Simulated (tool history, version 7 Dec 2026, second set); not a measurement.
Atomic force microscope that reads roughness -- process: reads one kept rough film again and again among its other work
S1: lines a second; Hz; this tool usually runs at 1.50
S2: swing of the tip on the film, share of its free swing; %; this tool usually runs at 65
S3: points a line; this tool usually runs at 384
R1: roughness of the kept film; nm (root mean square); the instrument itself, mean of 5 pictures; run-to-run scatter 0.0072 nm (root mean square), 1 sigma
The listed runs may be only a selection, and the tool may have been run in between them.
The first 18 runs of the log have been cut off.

Run 19, hour 111.3: usual settings. Result: R1 1.448 nm (root mean square).
Run 20, hour 116.5: usual settings. Result: R1 1.422 nm (root mean square).
Run 21, hour 120.8: usual settings but S1 4.00 Hz, S3 718. Result: R1 1.342 nm (root mean square).
Run 22, hour 126.2: usual settings but S1 0.58 Hz, S2 72 %, S3 718. Result: R1 1.451 nm (root mean square).
Run 23, hour 130.6: usual settings but S1 0.58 Hz, S2 70 %, S3 350. Result: R1 1.420 nm (root mean square).
Run 24, hour 137.3: usual settings but S1 1.55 Hz, S2 73 %, S3 726. Result: R1 1.374 nm (root mean square).
Run 25, hour 143.9: usual settings but S1 1.55 Hz, S2 73 %, S3 726. Result: R1 1.356 nm (root mean square).
Run 26, hour 150.0: usual settings but S2 74 %, S3 465. Result: R1 1.336 nm (root mean square).
Run 27, hour 157.6: usual settings but S2 74 %, S3 465. Result: R1 1.334 nm (root mean square).
Run 28, hour 165.0: usual settings but S2 56 %. Result: R1 1.353 nm (root mean square).
Run 29, hour 173.3: usual settings but S2 56 %. Result: R1 1.353 nm (root mean square).
Run 30, hour 180.3: usual settings but S2 60 %. Result: R1 1.332 nm (root mean square).
At hour 181.7: new tip fitted.
Run 31, hour 188.4: usual settings but S2 73 %. Result: R1 1.424 nm (root mean square).
Run 32, hour 193.4: usual settings but S2 73 %. Result: R1 1.423 nm (root mean square).
Run 33, hour 201.3: usual settings but S1 0.79 Hz, S2 80 %, S3 266. Result: R1 1.402 nm (root mean square).
Run 34, hour 208.8: usual settings but S3 502. Result: R1 1.433 nm (root mean square).
Run 35, hour 212.6: usual settings but S1 0.85 Hz, S3 859. Result: R1 1.461 nm (root mean square).
Run 36, hour 218.4: usual settings but S1 0.82 Hz, S2 88 %, S3 635. Result: R1 1.389 nm (root mean square).
Run 37, hour 223.8: usual settings but S1 0.59 Hz, S2 62 %, S3 674. Result: R1 1.456 nm (root mean square).
Run 38, hour 229.8: usual settings but S1 0.79 Hz, S3 458. Result: R1 1.417 nm (root mean square).
Run 39, hour 234.0: usual settings but S1 0.79 Hz, S3 458. Result: R1 1.402 nm (root mean square).

Each row is a separate what-if for the run after 39, all from the same tool condition, not one after another. Results?
Run A, hour 240.7: usual settings but S1 0.79 Hz, S2 67 %, S3 458. Result: R1 ?.
Run B, hour 240.7: usual settings but S1 0.69 Hz, S2 66 %, S3 654. Result: R1 ?.
Run C, hour 240.7: usual settings but S1 2.76 Hz, S2 67 %, S3 785. Result: R1 ?.
Run D, hour 240.7: usual settings but S1 0.78 Hz, S2 64 %, S3 331. Result: R1 ?.
Run E, hour 240.7: usual settings but S1 1.94 Hz, S2 67 %, S3 724. Result: R1 ?.

run     R1
  A  1.382
  B  1.404
  C  1.325
  D  1.385
  E  1.367
Without the tool's unlogged condition, the same runs would have read:
run     R1
  A  1.509
  B  1.532
  C  1.447
  D  1.512
  E  1.491
